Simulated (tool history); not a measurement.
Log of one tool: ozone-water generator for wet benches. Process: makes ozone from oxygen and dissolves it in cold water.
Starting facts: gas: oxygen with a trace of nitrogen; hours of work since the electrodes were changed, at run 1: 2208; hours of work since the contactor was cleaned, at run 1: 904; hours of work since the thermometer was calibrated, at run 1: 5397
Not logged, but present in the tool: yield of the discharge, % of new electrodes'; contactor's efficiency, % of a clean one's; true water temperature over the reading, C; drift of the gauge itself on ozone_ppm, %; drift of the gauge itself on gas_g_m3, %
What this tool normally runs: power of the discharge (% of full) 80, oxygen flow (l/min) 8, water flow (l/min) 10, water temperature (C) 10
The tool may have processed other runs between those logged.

run	hour	power of the discharge (% of full)	oxygen flow (l/min)	water flow (l/min)	water temperature (C)	hours of work since the electrodes were changed	hours of work since the contactor was cleaned	hours of work since the thermometer was calibrated	dissolved ozone (ppm)	ozone in the gas ahead of the water (g/m3)
1	0	80	8	10	10	2208	904	5397	38.2	194.1
2	50.2	80	8	8	10	2246	942	5435	43	194.7
3	117.9	80	8	10	10	2297	993	5486	38.2	193.4
# hour 163.2: water thermometer calibrated
4	188.3	80	8	10	10	2350	1046	19	38.4	191.9
5	253.4	80	8	14	10	2399	1095	68	31.3	194.8
6	308.4	80	8	14	10	2440	1137	110	31.2	192.7
7	359.1	80	8	14	10	2479	1175	148	31.2	194.2
8	422.5	80	8	14	10	2526	1223	196	31	191.6
9	458	80	8	14	10	2553	1250	223	31	191.3
10	515.4	80	8	14	9	2597	1293	266	31.8	191.8
11	576.7	80	8	14	9	2643	1339	312	31.5	192.1
12	648.5	80	8	14	9	2697	1393	367	31.5	188.2
13	701.9	80	8	15	10	2738	1434	407	29.7	191.3
14	753.1	80	8	15	10	2776	1473	446	29.4	191.2
15	791.9	80	8	15	10	2805	1502	475	29.4	192.2
16	840.3	80	8	15	10	2842	1538	511	29.4	188.6
17	900.9	80	5.36	15	10	2888	1584	557	29.2	229.1
18	930.5	50	7.89	7	18	2910	1606	580	25.3	133.7
19	1003.8	50	7.89	7	18	2966	1662	635	25.4	134
20	1048	50	7.63	7	18	2999	1695	668	25.8	133.8
21	1104.5	50	7.63	7	18	3042	1738	711	25.6	135.5
22	1160.7	50	7.63	7	18	3084	1780	753	25.6	135.2
23	1212.1	50	8.42	12	18	3123	1819	792	19.7	127.9
24	1246.1	50	8.42	12	18	3148	1845	818	19.7	128.5

Run 25, settings as shown, results not yet in. Your forecast:
25	1294.9	92	8.42	12	18	3185	1882	855	?	?

For run 25 the tool returned dissolved ozone (ppm) 30.6, ozone in the gas ahead of the water (g/m3) 198.9.
With the hidden condition absent and the run-to-run variation left alone, this run would have shown dissolved ozone (ppm) 36, ozone in the gas ahead of the water (g/m3) 227.7.
